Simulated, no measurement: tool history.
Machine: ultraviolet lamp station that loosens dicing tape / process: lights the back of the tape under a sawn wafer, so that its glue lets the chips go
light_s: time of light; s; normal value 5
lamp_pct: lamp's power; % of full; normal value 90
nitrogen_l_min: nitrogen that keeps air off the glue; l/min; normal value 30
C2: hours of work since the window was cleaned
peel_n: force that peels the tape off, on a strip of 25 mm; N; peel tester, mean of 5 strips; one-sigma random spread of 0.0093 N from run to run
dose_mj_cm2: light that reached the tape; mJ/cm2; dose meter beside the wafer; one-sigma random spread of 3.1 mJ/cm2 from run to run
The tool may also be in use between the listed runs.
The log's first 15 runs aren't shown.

{"run": 16, "day": 4.154, "light_s": 6, "lamp_pct": 90, "nitrogen_l_min": 30, "hours of work of the lamp": 113, "C2": 172, "peel_n": 0.34, "dose_mj_cm2": 520}
{"run": 17, "day": 4.392, "light_s": 4, "lamp_pct": 90, "nitrogen_l_min": 30, "hours of work of the lamp": 115, "C2": 175, "peel_n": 0.67, "dose_mj_cm2": 344}
{"run": 18, "day": 4.579, "light_s": 4, "lamp_pct": 90, "nitrogen_l_min": 30, "hours of work of the lamp": 117, "C2": 177, "peel_n": 0.697, "dose_mj_cm2": 343}
{"run": 19, "day": 4.796, "light_s": 5, "lamp_pct": 75, "nitrogen_l_min": 30, "hours of work of the lamp": 120, "C2": 179, "peel_n": 0.64, "dose_mj_cm2": 362}
{"run": 20, "day": 5.175, "light_s": 6, "lamp_pct": 67, "nitrogen_l_min": 15, "hours of work of the lamp": 124, "C2": 183, "peel_n": 0.963, "dose_mj_cm2": 388}
{"run": 21, "day": 5.417, "light_s": 6, "lamp_pct": 67, "nitrogen_l_min": 21, "hours of work of the lamp": 126, "C2": 186, "peel_n": 0.728, "dose_mj_cm2": 385}
{"run": 22, "day": 5.579, "light_s": 2, "lamp_pct": 90, "nitrogen_l_min": 9, "hours of work of the lamp": 128, "C2": 187, "peel_n": 2.898, "dose_mj_cm2": 171}
{"run": 23, "day": 5.933, "light_s": 5, "lamp_pct": 90, "nitrogen_l_min": 22, "hours of work of the lamp": 132, "C2": 191, "peel_n": 0.58, "dose_mj_cm2": 433}
{"run": 24, "day": 6.312, "light_s": 6, "lamp_pct": 83, "nitrogen_l_min": 16, "hours of work of the lamp": 136, "C2": 195, "peel_n": 0.611, "dose_mj_cm2": 472}
{"run": 25, "day": 6.625, "light_s": 3, "lamp_pct": 76, "nitrogen_l_min": 16, "hours of work of the lamp": 139, "C2": 198, "peel_n": 1.904, "dose_mj_cm2": 215}
{"run": 26, "day": 6.938, "light_s": 3, "lamp_pct": 76, "nitrogen_l_min": 25, "hours of work of the lamp": 142, "C2": 202, "peel_n": 1.578, "dose_mj_cm2": 217}
{"run": 27, "day": 7.117, "light_s": 4, "lamp_pct": 90, "nitrogen_l_min": 30, "hours of work of the lamp": 144, "C2": 204, "peel_n": 0.706, "dose_mj_cm2": 344}
{"run": 28, "day": 7.283, "light_s": 5, "lamp_pct": 67, "nitrogen_l_min": 24, "hours of work of the lamp": 146, "C2": 205, "peel_n": 0.894, "dose_mj_cm2": 316}
{"run": 29, "day": 7.483, "light_s": 5, "lamp_pct": 67, "nitrogen_l_min": 24, "hours of work of the lamp": 148, "C2": 207, "peel_n": 0.918, "dose_mj_cm2": 321}
{"run": 30, "day": 7.646, "light_s": 2, "lamp_pct": 87, "nitrogen_l_min": 43, "hours of work of the lamp": 150, "C2": 209, "peel_n": 1.728, "dose_mj_cm2": 166}
{"run": 31, "day": 7.825, "light_s": 7, "lamp_pct": 90, "nitrogen_l_min": 24, "hours of work of the lamp": 152, "C2": 211, "peel_n": 0.304, "dose_mj_cm2": 596}
{"run": 32, "day": 8.192, "light_s": 3, "lamp_pct": 90, "nitrogen_l_min": 30, "hours of work of the lamp": 156, "C2": 215, "peel_n": 1.142, "dose_mj_cm2": 254}
{"run": 33, "day": 8.433, "light_s": 3, "lamp_pct": 90, "nitrogen_l_min": 30, "hours of work of the lamp": 158, "C2": 218, "peel_n": 1.156, "dose_mj_cm2": 256}
{"run": 34, "day": 8.688, "light_s": 3, "lamp_pct": 90, "nitrogen_l_min": 30, "hours of work of the lamp": 161, "C2": 220, "peel_n": 1.158, "dose_mj_cm2": 258}
{"run": 35, "day": 8.85, "light_s": 3, "lamp_pct": 90, "nitrogen_l_min": 30, "hours of work of the lamp": 163, "C2": 222, "peel_n": 1.103, "dose_mj_cm2": 254}
{"run": 36, "day": 9.142, "light_s": 3, "lamp_pct": 90, "nitrogen_l_min": 30, "hours of work of the lamp": 166, "C2": 225, "peel_n": 1.119, "dose_mj_cm2": 254}
{"run": 37, "day": 9.342, "light_s": 5, "lamp_pct": 88, "nitrogen_l_min": 13, "hours of work of the lamp": 168, "C2": 227, "peel_n": 0.889, "dose_mj_cm2": 411}

5 options for the next run, each taken on its own from the tool as it stands now. Forecast them:
{"run": "A", "day": 9.662, "light_s": 5, "lamp_pct": 79, "nitrogen_l_min": 13, "hours of work of the lamp": 171, "C2": 231, "peel_n": "?", "dose_mj_cm2": "?"}
{"run": "B", "day": 9.662, "light_s": 5, "lamp_pct": 90, "nitrogen_l_min": 48, "hours of work of the lamp": 171, "C2": 231, "peel_n": "?", "dose_mj_cm2": "?"}
{"run": "C", "day": 9.662, "light_s": 8, "lamp_pct": 90, "nitrogen_l_min": 30, "hours of work of the lamp": 171, "C2": 231, "peel_n": "?", "dose_mj_cm2": "?"}
{"run": "D", "day": 9.662, "light_s": 5, "lamp_pct": 97, "nitrogen_l_min": 30, "hours of work of the lamp": 171, "C2": 231, "peel_n": "?", "dose_mj_cm2": "?"}
{"run": "E", "day": 9.662, "light_s": 4, "lamp_pct": 68, "nitrogen_l_min": 10, "hours of work of the lamp": 171, "C2": 231, "peel_n": "?", "dose_mj_cm2": "?"}

run=A peel_n=1.046 dose_mj_cm2=374
run=B peel_n=0.363 dose_mj_cm2=418
run=C peel_n=0.267 dose_mj_cm2=673
run=D peel_n=0.412 dose_mj_cm2=456
run=E peel_n=2.105 dose_mj_cm2=254
The same runs, with their run-to-run variation unchanged, on a tool lacking any hidden condition would have given:
run=A peel_n=0.863 dose_mj_cm2=421
run=B peel_n=0.302 dose_mj_cm2=471
run=C peel_n=0.244 dose_mj_cm2=757
run=D peel_n=0.339 dose_mj_cm2=514
run=E peel_n=1.843 dose_mj_cm2=286
